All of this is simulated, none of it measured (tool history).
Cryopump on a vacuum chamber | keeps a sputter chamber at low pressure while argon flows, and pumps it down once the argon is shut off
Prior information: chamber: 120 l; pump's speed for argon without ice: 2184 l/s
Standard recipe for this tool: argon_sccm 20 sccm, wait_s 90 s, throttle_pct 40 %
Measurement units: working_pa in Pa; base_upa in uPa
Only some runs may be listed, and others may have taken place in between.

run	day	argon_sccm	wait_s	throttle_pct	working_pa	base_upa
1	0.000	20	90	40	0.0403	1.57
2	4.679	20	90	40	0.0394	1.68
3	9.979	20	90	40	0.0406	1.75
4	12.721	10	90	40	0.0197	1.74
5	16.608	10	90	40	0.0207	1.83
6	18.879	10	90	40	0.0210	1.84
7	23.358	10	90	40	0.0218	1.86
# day 24.058: pump warmed up, emptied and cooled again
8	27.125	20	90	40	0.0396	1.68
9	29.783	20	90	40	0.0392	1.75
10	32.125	20	90	40	0.0395	1.78
11	37.354	20	90	40	0.0409	1.83
12	42.775	20	43	40	0.0417	2.62
13	48.167	20	90	45	0.0362	1.99
14	51.742	26	22	28	0.0747	4.13
15	55.504	26	22	28	0.0756	4.12
16	60.325	14	90	34	0.0344	2.06
# day 62.025: pump warmed up, emptied and cooled again
17	62.904	14	90	34	0.0327	1.91
18	67.000	12	33	34	0.0277	3.08
19	70.562	12	147	23	0.0407	1.74
20	75.983	12	147	23	0.0404	1.76
21	80.442	38	31	26	0.1161	3.46
22	82.892	29	95	26	0.0895	2.13
23	87.183	20	123	16	0.0985	2.01

Results per run with the tool's hidden condition removed, run-to-run variation unchanged:
Unlogged tool condition in this case: pump's speed, % of a pump's without ice; cold plate's temperature, K; leak into the chamber, uPa l/s; drift of the gauge itself on working_pa, %; drift of the gauge itself on base_upa, %.
run	working_pa	base_upa
1	0.0391	0.76
2	0.0379	0.79
3	0.0386	0.82
4	0.0186	0.78
5	0.0194	0.81
6	0.0196	0.82
7	0.0202	0.80
8	0.0390	0.78
9	0.0385	0.80
10	0.0386	0.80
11	0.0396	0.80
12	0.0400	1.53
13	0.0340	0.83
14	0.0714	2.92
15	0.0719	2.87
16	0.0321	0.78
17	0.0325	0.81
18	0.0273	1.95
19	0.0402	0.54
20	0.0397	0.54
21	0.1130	2.15
22	0.0868	0.80
23	0.0963	0.64

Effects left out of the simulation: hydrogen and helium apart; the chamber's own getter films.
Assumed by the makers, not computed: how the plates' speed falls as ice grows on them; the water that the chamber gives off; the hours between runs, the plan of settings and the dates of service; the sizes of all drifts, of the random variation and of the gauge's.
